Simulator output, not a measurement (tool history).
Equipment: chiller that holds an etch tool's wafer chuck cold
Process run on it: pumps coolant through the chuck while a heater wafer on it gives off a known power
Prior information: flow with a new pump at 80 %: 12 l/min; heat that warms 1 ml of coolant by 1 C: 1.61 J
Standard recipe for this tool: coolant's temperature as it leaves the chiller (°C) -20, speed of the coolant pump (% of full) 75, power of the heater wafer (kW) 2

| run | day | coolant's temperature as it leaves the chiller (°C) | speed of the coolant pump (% of full) | power of the heater wafer (kW) | chuck's temperature once it has settled (°C) | how much warmer the coolant comes back (C) |
|---|---|---|---|---|---|---|
| 1 | 0 | -20 | 75 | 2 | -2.2 | 6.76 |
| 2 | 0.783 | -20 | 75 | 2 | -2.4 | 6.77 |
| 3 | 1.512 | -20 | 75 | 2 | -2.2 | 6.68 |
| 4 | 2.825 | -20 | 75 | 2 | -2.4 | 6.72 |
| 5 | 3.758 | -20 | 75 | 2 | -2.1 | 6.71 |
| 6 | 4.754 | -13 | 75 | 2 | 4.6 | 6.84 |
| 7 | 5.712 | -20 | 75 | 2.827 | 5.2 | 9.51 |
| 8 | 6.879 | -20 | 75 | 2 | -2 | 6.75 |
| 9 | 8.021 | -20 | 75 | 2 | -2.3 | 6.74 |
| 10 | 9.225 | -25 | 75 | 2 | -7.4 | 6.64 |
| 11 | 10.308 | -20 | 75 | 2 | -2.4 | 6.7 |
| 12 | 10.979 | -12 | 75 | 2 | 6 | 6.7 |
| 13 | 12.379 | -12 | 75 | 2 | 6.2 | 6.68 |
| 14 | 13.221 | -12 | 75 | 2 | 5.7 | 6.75 |
| 15 | 14.079 | -12 | 75 | 2 | 5.9 | 6.77 |
| 16 | 14.921 | -20 | 90 | 2 | -4 | 5.66 |
| 17 | 16.062 | -16 | 73 | 1.64 | -1 | 5.67 |
| 18 | 16.8 | -27 | 76 | 1.431 | -14.1 | 4.73 |
| 19 | 17.629 | -13 | 93 | 2.202 | 4.4 | 6.02 |
| 20 | 18.754 | -23 | 74 | 2.202 | -3.1 | 7.61 |
| 21 | 19.767 | -20 | 83 | 1.491 | -7.4 | 4.57 |
| 22 | 20.921 | -28 | 75 | 1.362 | -15.6 | 4.63 |
| 23 | 21.579 | -20 | 91 | 1.251 | -9.9 | 3.57 |
| 24 | 22.329 | -21 | 75 | 2 | -3 | 6.69 |
| 25 | 23.408 | -21 | 75 | 2 | -2.9 | 6.78 |

Expected results for the next run?
| 26 | 24.462 | -19 | 67 | 1.641 | ? | ? |

chuck's temperature once it has settled (°C): -3.1
how much warmer the coolant comes back (C): 6.14
With the hidden condition absent and the run-to-run variation left alone, this run would have shown chuck's temperature once it has settled (°C) -5.3, how much warmer the coolant comes back (C) 5.99.

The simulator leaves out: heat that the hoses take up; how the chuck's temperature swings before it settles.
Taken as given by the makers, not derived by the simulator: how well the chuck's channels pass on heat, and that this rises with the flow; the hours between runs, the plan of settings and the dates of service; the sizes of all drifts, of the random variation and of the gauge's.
